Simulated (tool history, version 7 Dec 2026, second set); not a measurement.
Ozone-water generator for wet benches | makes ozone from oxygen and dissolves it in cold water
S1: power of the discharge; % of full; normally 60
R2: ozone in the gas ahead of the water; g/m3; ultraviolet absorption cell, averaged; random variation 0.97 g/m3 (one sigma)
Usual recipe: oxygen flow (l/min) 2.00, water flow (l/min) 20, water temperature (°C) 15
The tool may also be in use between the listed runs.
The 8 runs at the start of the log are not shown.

run 9 hour=393.4 | S1=60 oxygen_flow_(l/min)=2.00 water_flow_(l/min)=20 water_temperature_(°C)=15 | dissolved_ozone_(ppm)=7.8 R2=168.4
run 10 hour=459.3 | S1=60 oxygen_flow_(l/min)=2.00 water_flow_(l/min)=20 water_temperature_(°C)=15 | dissolved_ozone_(ppm)=7.8 R2=170.2
run 11 hour=531.6 | S1=60 oxygen_flow_(l/min)=2.00 water_flow_(l/min)=26 water_temperature_(°C)=15 | dissolved_ozone_(ppm)=5.7 R2=168.1
-- hour=552.8 water thermometer calibrated
run 12 hour=561.4 | S1=60 oxygen_flow_(l/min)=2.00 water_flow_(l/min)=25 water_temperature_(°C)=15 | dissolved_ozone_(ppm)=6.2 R2=170.7
run 13 hour=602.1 | S1=60 oxygen_flow_(l/min)=2.00 water_flow_(l/min)=28 water_temperature_(°C)=15 | dissolved_ozone_(ppm)=5.1 R2=168.1
run 14 hour=658.2 | S1=60 oxygen_flow_(l/min)=2.00 water_flow_(l/min)=28 water_temperature_(°C)=15 | dissolved_ozone_(ppm)=5.3 R2=167.0
run 15 hour=688.0 | S1=68 oxygen_flow_(l/min)=2.00 water_flow_(l/min)=20 water_temperature_(°C)=15 | dissolved_ozone_(ppm)=8.1 R2=182.1
run 16 hour=729.3 | S1=60 oxygen_flow_(l/min)=2.00 water_flow_(l/min)=20 water_temperature_(°C)=15 | dissolved_ozone_(ppm)=7.6 R2=170.4

Run 17 comes next. What will it give?
run 17 hour=801.4 | S1=60 oxygen_flow_(l/min)=1.65 water_flow_(l/min)=23 water_temperature_(°C)=15 | dissolved_ozone_(ppm)=? R2=?

Run 17 produced dissolved ozone (ppm) 6.2, R2 183.8 g/m3.
Were there no unlogged condition in the tool, this run, its random variation unchanged, would have produced dissolved ozone (ppm) 6.2, R2 181.3 g/m3.
